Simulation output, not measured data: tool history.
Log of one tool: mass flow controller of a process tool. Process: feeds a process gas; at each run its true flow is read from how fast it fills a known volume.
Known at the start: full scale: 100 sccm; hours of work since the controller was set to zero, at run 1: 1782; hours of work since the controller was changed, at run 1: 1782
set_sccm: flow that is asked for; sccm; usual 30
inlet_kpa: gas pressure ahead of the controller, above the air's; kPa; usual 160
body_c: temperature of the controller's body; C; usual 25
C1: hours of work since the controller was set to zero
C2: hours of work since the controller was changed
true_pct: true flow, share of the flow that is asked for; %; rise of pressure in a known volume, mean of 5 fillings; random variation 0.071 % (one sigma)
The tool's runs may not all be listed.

Run 1, day 0: usual settings; C1 1782; C2 1782. Result: true_pct 100.16 %.
Run 2, day 2.521: usual settings; C1 1813; C2 1813. Result: true_pct 100.28 %.
Run 3, day 4.792: usual settings but set_sccm 14 sccm; C1 1841; C2 1841. Result: true_pct 101.42 %.
Run 4, day 8: usual settings but set_sccm 14 sccm; C1 1881; C2 1881. Result: true_pct 101.49 %.
Run 5, day 10.346: usual settings but set_sccm 14 sccm; C1 1910; C2 1910. Result: true_pct 101.36 %.
Run 6, day 12.112: usual settings but set_sccm 14 sccm; C1 1932; C2 1932. Result: true_pct 101.61 %.
Run 7, day 14.088: usual settings; C1 1956; C2 1956. Result: true_pct 100.26 %.
Run 8, day 17.917: usual settings; C1 2004; C2 2004. Result: true_pct 100.37 %.

Forecast run 9:
Run 9, day 21.592: usual settings but inlet_kpa 258 kPa, body_c 35 C; C1 2049; C2 2049. Result: true_pct ?.

Run 9 gave true_pct 101.76 %.
Without the tool's hidden state the same run would have given true_pct 101.07 %.

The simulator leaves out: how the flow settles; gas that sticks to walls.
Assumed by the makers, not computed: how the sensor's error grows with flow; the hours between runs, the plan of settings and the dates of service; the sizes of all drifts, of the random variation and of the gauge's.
